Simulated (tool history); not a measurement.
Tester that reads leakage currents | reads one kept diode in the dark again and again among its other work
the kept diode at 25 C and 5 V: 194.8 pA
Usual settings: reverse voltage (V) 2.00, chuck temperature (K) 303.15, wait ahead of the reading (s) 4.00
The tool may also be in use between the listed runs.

run,day,reverse voltage (V),chuck temperature (K),wait ahead of the reading (s),current that the tester gives (pA)
1,0.000,2.00,303.15,4.00,192.41
2,2.588,2.00,303.15,4.00,191.54
3,4.421,2.00,303.15,4.00,192.46
4,7.562,2.00,303.15,4.00,190.42
5,9.250,2.00,303.15,4.00,190.19
6,12.892,2.00,303.15,4.00,189.01
7,15.779,2.00,303.15,4.00,189.28
8,18.192,2.00,303.15,0.37,189.23
9,20.229,2.00,303.15,1.82,187.56
10,23.546,4.01,329.15,1.82,1503.11
11,25.667,2.00,304.15,4.00,200.65
12,28.575,1.52,307.15,1.03,221.36
13,30.900,1.46,303.15,0.33,162.74
14,33.908,1.46,310.15,0.33,283.30
15,37.558,1.46,310.15,0.33,281.97
16,39.921,2.00,303.15,1.01,192.29
17,43.567,2.00,303.15,1.01,191.49

Not shown: 1 entry that the log had between the listed runs. Between which runs, and how does the tool's hidden state differ before and after?
Between runs 13 and 14: chuck's temperature calibrated (day 32.079)
  stray current of the dirty probe card, pA a volt: 0.658 -> 0.683; current scale over the true one, %: -0.49 -> -0.52; true chuck temperature over the reading, C: -0.71 -> -0.12
  measured less the result without the state, current that the tester gives (pA): -8.73 -> -2.91

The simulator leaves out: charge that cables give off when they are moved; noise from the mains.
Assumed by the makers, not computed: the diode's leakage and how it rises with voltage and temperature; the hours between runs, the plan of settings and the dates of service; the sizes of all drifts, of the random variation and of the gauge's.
